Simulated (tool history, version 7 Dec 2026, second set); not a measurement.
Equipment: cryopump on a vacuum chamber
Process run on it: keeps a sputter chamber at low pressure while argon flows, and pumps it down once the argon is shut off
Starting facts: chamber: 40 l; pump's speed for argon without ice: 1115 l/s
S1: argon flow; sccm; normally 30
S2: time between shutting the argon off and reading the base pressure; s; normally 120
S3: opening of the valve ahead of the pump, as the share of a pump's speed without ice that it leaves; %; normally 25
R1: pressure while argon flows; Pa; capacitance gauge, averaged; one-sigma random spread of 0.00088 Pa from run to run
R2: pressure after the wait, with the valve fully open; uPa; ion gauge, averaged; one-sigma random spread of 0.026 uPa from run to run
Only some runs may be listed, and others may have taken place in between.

| run | hour | S1 | S2 | S3 | R1 | R2 |
|---|---|---|---|---|---|---|
| 1 | 0.0 | 30 | 120 | 25 | 0.1955 | 4.64 |
| 2 | 46.8 | 30 | 120 | 25 | 0.1956 | 4.82 |
|  | 72.4 | pump warmed up, emptied and cooled again |
| 3 | 127.4 | 30 | 41 | 25 | 0.1824 | 5.74 |
|  | 186.4 | leaking fittings of the chamber tightened, without venting |
| 4 | 187.6 | 30 | 28 | 25 | 0.1827 | 4.08 |
| 5 | 239.7 | 30 | 28 | 25 | 0.1832 | 4.13 |
| 6 | 314.6 | 30 | 46 | 25 | 0.1819 | 2.62 |
| 7 | 386.7 | 30 | 46 | 25 | 0.1849 | 2.66 |
| 8 | 448.0 | 25 | 120 | 25 | 0.1545 | 1.33 |
| 9 | 519.4 | 25 | 120 | 25 | 0.1529 | 1.43 |
| 10 | 587.5 | 30 | 120 | 20 | 0.2307 | 1.45 |
| 11 | 644.0 | 30 | 120 | 20 | 0.2303 | 1.48 |
| 12 | 706.7 | 30 | 120 | 20 | 0.2319 | 1.49 |
| 13 | 756.1 | 30 | 120 | 20 | 0.2307 | 1.56 |
| 14 | 823.1 | 30 | 120 | 20 | 0.2331 | 1.57 |
| 15 | 865.2 | 30 | 120 | 20 | 0.2358 | 1.65 |
| 16 | 939.3 | 30 | 120 | 20 | 0.2318 | 1.66 |
| 17 | 1004.3 | 30 | 120 | 20 | 0.2318 | 1.78 |
| 18 | 1061.9 | 13 | 104 | 20 | 0.1013 | 1.87 |
| 19 | 1106.9 | 36 | 223 | 55 | 0.1068 | 1.39 |
| 20 | 1174.9 | 30 | 99 | 25 | 0.1887 | 2.04 |
| 21 | 1234.7 | 30 | 39 | 25 | 0.1900 | 3.79 |
| 22 | 1312.6 | 30 | 39 | 25 | 0.1902 | 3.93 |
| 23 | 1363.0 | 19 | 120 | 16 | 0.1836 | 1.99 |
| 24 | 1410.0 | 14 | 120 | 33 | 0.0683 | 2.04 |
| 25 | 1480.2 | 30 | 226 | 31 | 0.1557 | 1.68 |
| 26 | 1514.0 | 38 | 69 | 40 | 0.1554 | 2.79 |
| 27 | 1561.2 | 38 | 69 | 40 | 0.1559 | 2.77 |
| 28 | 1623.2 | 43 | 31 | 25 | 0.2762 | 4.75 |
| 29 | 1656.6 | 15 | 120 | 28 | 0.0860 | 2.30 |
| 30 | 1692.0 | 22 | 66 | 23 | 0.1520 | 3.03 |
| 31 | 1731.1 | 28 | 120 | 21 | 0.2104 | 2.33 |
| 32 | 1795.2 | 17 | 224 | 25 | 0.1093 | 1.97 |
| 33 | 1852.6 | 30 | 21 | 25 | 0.1928 | 6.67 |

Alternative continuations, all from the tool just after run 33; predict every row:
| A | 1924.4 | 43 | 82 | 24 | ? | ? |
| B | 1924.4 | 13 | 21 | 25 | ? | ? |
| C | 1924.4 | 18 | 120 | 25 | ? | ? |
| D | 1924.4 | 15 | 120 | 25 | ? | ? |
| E | 1924.4 | 13 | 76 | 28 | ? | ? |

| run | R1 | R2 |
|---|---|---|
| A | 0.2890 | 2.92 |
| B | 0.0851 | 6.69 |
| C | 0.1166 | 2.48 |
| D | 0.0963 | 2.47 |
| E | 0.0757 | 2.98 |
What these runs would have given with no unlogged condition in the tool:
| run | R1 | R2 |
|---|---|---|
| A | 0.2711 | 1.57 |
| B | 0.0797 | 5.34 |
| C | 0.1091 | 1.15 |
| D | 0.0901 | 1.13 |
| E | 0.0703 | 1.64 |

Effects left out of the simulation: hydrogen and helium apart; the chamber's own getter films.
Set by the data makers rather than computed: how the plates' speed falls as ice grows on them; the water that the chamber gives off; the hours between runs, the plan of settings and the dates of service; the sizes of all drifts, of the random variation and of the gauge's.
